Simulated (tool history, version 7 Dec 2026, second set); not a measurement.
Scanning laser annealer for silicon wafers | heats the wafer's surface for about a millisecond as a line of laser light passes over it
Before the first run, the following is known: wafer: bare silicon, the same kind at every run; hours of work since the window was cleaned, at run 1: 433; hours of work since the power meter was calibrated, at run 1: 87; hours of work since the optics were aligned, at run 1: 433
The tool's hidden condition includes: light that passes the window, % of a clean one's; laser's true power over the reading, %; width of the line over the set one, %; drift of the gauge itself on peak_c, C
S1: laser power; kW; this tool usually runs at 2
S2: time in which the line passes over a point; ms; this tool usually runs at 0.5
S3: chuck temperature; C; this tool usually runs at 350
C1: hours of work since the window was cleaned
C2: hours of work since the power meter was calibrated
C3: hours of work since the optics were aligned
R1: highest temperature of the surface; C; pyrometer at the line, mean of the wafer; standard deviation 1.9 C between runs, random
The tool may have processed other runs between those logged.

run 1 hour=0 | S1=2 S2=0.5 S3=350 | C1=433 C2=87 C3=433 | R1=1065
run 2 hour=64.3 | S1=2 S2=0.5 S3=350 | C1=467 C2=120 C3=467 | R1=1063
run 3 hour=99.3 | S1=2 S2=0.5 S3=350 | C1=485 C2=138 C3=485 | R1=1063
run 4 hour=178.4 | S1=2 S2=0.5 S3=350 | C1=526 C2=179 C3=526 | R1=1061
run 5 hour=225.2 | S1=2 S2=0.5 S3=350 | C1=550 C2=204 C3=550 | R1=1060
run 6 hour=308.6 | S1=2 S2=0.5 S3=350 | C1=593 C2=247 C3=593 | R1=1059
run 7 hour=342.9 | S1=2 S2=0.5 S3=350 | C1=611 C2=265 C3=611 | R1=1055
run 8 hour=412 | S1=2 S2=0.5 S3=350 | C1=647 C2=300 C3=647 | R1=1056
-- hour=451.3 window over the wafer cleaned
run 9 hour=462.8 | S1=2 S2=0.5 S3=350 | C1=6 C2=326 C3=672 | R1=1038
run 10 hour=542.7 | S1=2 S2=0.38 S3=350 | C1=47 C2=367 C3=713 | R1=939
run 11 hour=603.1 | S1=2 S2=0.38 S3=350 | C1=79 C2=398 C3=745 | R1=939
run 12 hour=664.9 | S1=2 S2=0.38 S3=350 | C1=111 C2=430 C3=777 | R1=937
run 13 hour=747.3 | S1=2 S2=0.38 S3=331 | C1=153 C2=473 C3=819 | R1=919
run 14 hour=821.8 | S1=2 S2=0.38 S3=331 | C1=192 C2=512 C3=858 | R1=913
run 15 hour=883.7 | S1=2 S2=0.38 S3=331 | C1=224 C2=544 C3=890 | R1=917
-- hour=912.5 window over the wafer cleaned, once more
run 16 hour=921.4 | S1=2 S2=0.38 S3=348 | C1=5 C2=562 C3=909 | R1=975
run 17 hour=1002.1 | S1=2.031 S2=0.547 S3=361 | C1=46 C2=604 C3=950 | R1=1138
run 18 hour=1066.3 | S1=2 S2=0.535 S3=358 | C1=80 C2=637 C3=984 | R1=1117
run 19 hour=1124.2 | S1=2 S2=0.5 S3=359 | C1=110 C2=667 C3=1014 | R1=1084
run 20 hour=1204 | S1=1.763 S2=0.5 S3=340 | C1=151 C2=708 C3=1055 | R1=975
run 21 hour=1261.8 | S1=1.763 S2=0.555 S3=385 | C1=181 C2=738 C3=1085 | R1=1057

Run 22 comes next. What will it give?
run 22 hour=1303.5 | S1=1.972 S2=0.607 S3=390 | C1=202 C2=760 C3=1106 | R1=?

R1: 1181 C
With the hidden condition absent and the run-to-run variation left alone, this run would have shown R1 1199 C.
